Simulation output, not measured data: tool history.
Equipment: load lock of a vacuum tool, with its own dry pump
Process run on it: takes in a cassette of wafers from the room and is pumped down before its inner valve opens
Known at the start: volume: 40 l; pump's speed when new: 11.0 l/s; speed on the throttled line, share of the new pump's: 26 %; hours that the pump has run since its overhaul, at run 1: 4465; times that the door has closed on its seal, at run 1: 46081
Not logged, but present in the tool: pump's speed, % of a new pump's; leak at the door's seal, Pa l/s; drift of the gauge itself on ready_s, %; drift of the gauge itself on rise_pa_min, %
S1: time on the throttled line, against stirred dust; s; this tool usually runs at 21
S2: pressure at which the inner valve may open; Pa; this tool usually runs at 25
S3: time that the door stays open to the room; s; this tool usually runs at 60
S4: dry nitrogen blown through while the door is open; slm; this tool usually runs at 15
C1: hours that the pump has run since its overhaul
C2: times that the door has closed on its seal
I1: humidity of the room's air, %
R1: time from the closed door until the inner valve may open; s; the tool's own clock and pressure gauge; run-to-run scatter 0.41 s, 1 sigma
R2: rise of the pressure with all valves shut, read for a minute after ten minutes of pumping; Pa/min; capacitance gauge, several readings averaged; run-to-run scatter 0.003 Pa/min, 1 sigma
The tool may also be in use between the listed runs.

run      day  S1  S2  S3  S4    C1     C2    I1    R1     R2
  1        0  21  25  60  15  4465  46081  48.3  47.2  0.135
  2    6.042  21  25  31  15  4610  46541  46.7  47.6  0.132
  3   11.025  21  25  31  15  4730  46920  43.9  46.5  0.129
  4   17.046  21  25  60  15  4874  47379  45.3  46.6  0.139
  5   22.304  21  25  60  40  5000  47779  42.8  47.3  0.135
  6   27.171  21  25  60  16  5117  48150  47.1  46.6  0.148
  7   33.717  21  25  60  16  5274  48649  44.6  47.7  0.143
  8   38.242  21  25  60  16  5383  48993  48.6  47.3  0.155
  9   42.208  21  25  60  16  5478  49295  47.2    48   0.15
 10   47.779  21  25  60  27  5612  49719    43  47.1  0.147
 11   51.442  21  46  60  15  5700  49998  43.8  46.1  0.149
 12   54.917  21  46  60  15  5783  50263    44  44.4  0.154
 13   59.304  21  25  60  15  5888  50597  46.8    48  0.157
 14   66.462  21  25  60  15  6060  51142  48.4  47.8  0.163
 15   72.042  21  25  60  15  6194  51567  47.4  47.4  0.166
 16     76.6  21  25  60  15  6303  51914    44    47   0.17
 17   82.171  21  25  60  15  6437  52338  41.7  48.4   0.16
 18   86.388  21  25  60  15  6538  52659  45.6  47.3  0.158
 19   90.479  21  25  60  15  6637  52971  45.8  48.2  0.164
 20   94.458  19  30  34   6  6732  53274  46.7  46.3  0.169
 21   100.15  19  30  60  13  6869  53707  45.9  46.6  0.166
 22  107.525  19  30  60  13  7046  54269  43.4  45.7  0.173
 23  111.996  19  30  60  13  7153  54609  42.1  45.6  0.172
 24  116.771  19  30  60  13  7267  54973  41.3  46.1  0.176
 25  120.554  19  30  60  23  7358  55261  44.7  45.5  0.165

What does the tool deliver on the next run?
 26  126.883  19  30  60  23  7510  55743  44.5   ?   ?

R1: 46.1 s
R2: 0.171 Pa/min
On a tool with no hidden condition, and with the same random variation, this run would have come out at R1 43.8 s, R2 0.032 Pa/min.
